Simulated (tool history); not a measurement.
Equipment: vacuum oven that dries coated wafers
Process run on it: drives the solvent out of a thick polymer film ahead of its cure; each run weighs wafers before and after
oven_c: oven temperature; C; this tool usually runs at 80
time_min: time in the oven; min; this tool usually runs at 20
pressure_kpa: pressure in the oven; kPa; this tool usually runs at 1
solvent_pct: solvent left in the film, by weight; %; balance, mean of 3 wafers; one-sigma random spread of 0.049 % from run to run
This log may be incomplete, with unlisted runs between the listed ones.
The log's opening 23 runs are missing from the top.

| run | hour | oven_c | time_min | pressure_kpa | solvent_pct |
|---|---|---|---|---|---|
| 24 | 666.4 | 67 | 10 | 0.94 | 8.59 |
| 25 | 697.4 | 87 | 23 | 1 | 1.82 |
| 26 | 732.9 | 65 | 23 | 1 | 5.82 |
| 27 | 763.1 | 73 | 27 | 3.02 | 4.76 |
| 28 | 802.2 | 65 | 23 | 3.07 | 7.29 |
| 29 | 830.6 | 90 | 30 | 0.59 | 0.8 |
| 30 | 858.8 | 90 | 30 | 0.59 | 0.72 |
| 31 | 878.7 | 90 | 30 | 0.59 | 0.78 |
| 32 | 905.8 | 71 | 29 | 0.57 | 3.41 |
| 33 | 936.9 | 71 | 29 | 0.57 | 3.51 |

Forecast each of these 5 alternatives for the next run:
| A | 977.4 | 85 | 17 | 0.54 | ? |
| B | 977.4 | 71 | 29 | 0.57 | ? |
| C | 977.4 | 71 | 29 | 2.37 | ? |
| D | 977.4 | 71 | 35 | 0.57 | ? |
| E | 977.4 | 71 | 14 | 1.82 | ? |

| run | solvent_pct |
|---|---|
| A | 2.95 |
| B | 3.45 |
| C | 4.62 |
| D | 2.78 |
| E | 7.02 |
Without the tool's hidden state the same runs would have given:
| run | solvent_pct |
|---|---|
| A | 2.81 |
| B | 3.27 |
| C | 4.41 |
| D | 2.61 |
| E | 6.85 |
